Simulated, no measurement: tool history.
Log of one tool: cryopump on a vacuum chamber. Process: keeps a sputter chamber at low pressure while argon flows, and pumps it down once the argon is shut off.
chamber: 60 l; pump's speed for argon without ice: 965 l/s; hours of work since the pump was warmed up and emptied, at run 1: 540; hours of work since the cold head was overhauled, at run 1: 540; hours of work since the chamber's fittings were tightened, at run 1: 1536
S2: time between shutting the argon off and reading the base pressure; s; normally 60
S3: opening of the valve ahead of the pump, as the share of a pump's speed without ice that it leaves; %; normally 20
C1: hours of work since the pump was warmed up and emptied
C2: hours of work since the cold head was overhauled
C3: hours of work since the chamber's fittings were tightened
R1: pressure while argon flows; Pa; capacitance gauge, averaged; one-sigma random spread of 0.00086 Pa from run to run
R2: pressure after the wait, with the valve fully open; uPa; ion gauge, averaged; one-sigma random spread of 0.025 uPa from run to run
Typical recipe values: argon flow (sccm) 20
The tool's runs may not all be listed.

{"run": 1, "hour": 0.0, "argon flow (sccm)": 20, "S2": 60, "S3": 20, "C1": 540, "C2": 540, "C3": 1536, "R1": 0.1829, "R2": 4.19}
{"run": 2, "hour": 12.0, "argon flow (sccm)": 20, "S2": 60, "S3": 20, "C1": 550, "C2": 550, "C3": 1546, "R1": 0.1843, "R2": 4.23}
{"run": 3, "hour": 25.6, "argon flow (sccm)": 20, "S2": 60, "S3": 20, "C1": 561, "C2": 561, "C3": 1557, "R1": 0.1847, "R2": 4.35}
{"run": 4, "hour": 45.2, "argon flow (sccm)": 20, "S2": 60, "S3": 20, "C1": 577, "C2": 577, "C3": 1573, "R1": 0.1858, "R2": 4.31}
{"run": 5, "hour": 68.7, "argon flow (sccm)": 20, "S2": 60, "S3": 21, "C1": 596, "C2": 596, "C3": 1592, "R1": 0.1771, "R2": 4.41}
{"run": 6, "hour": 81.2, "argon flow (sccm)": 20, "S2": 60, "S3": 21, "C1": 606, "C2": 606, "C3": 1602, "R1": 0.1775, "R2": 4.46}
{"run": 7, "hour": 107.0, "argon flow (sccm)": 27, "S2": 60, "S3": 20, "C1": 627, "C2": 627, "C3": 1623, "R1": 0.25, "R2": 4.58}
{"run": 8, "hour": 130.6, "argon flow (sccm)": 27, "S2": 60, "S3": 20, "C1": 646, "C2": 646, "C3": 1642, "R1": 0.2519, "R2": 4.52}
{"run": 9, "hour": 145.9, "argon flow (sccm)": 27, "S2": 60, "S3": 20, "C1": 659, "C2": 659, "C3": 1655, "R1": 0.2511, "R2": 4.6}

Forecast run 10:
{"run": 10, "hour": 161.0, "argon flow (sccm)": 20, "S2": 179, "S3": 17, "C1": 671, "C2": 671, "C3": 1667, "R1": "?", "R2": "?"}

Run 10 gave R1 0.2177 Pa, R2 4.27 uPa.
Were there no unlogged condition in the tool, this run, its random variation unchanged, would have produced R1 0.2058 Pa, R2 0.58 uPa.
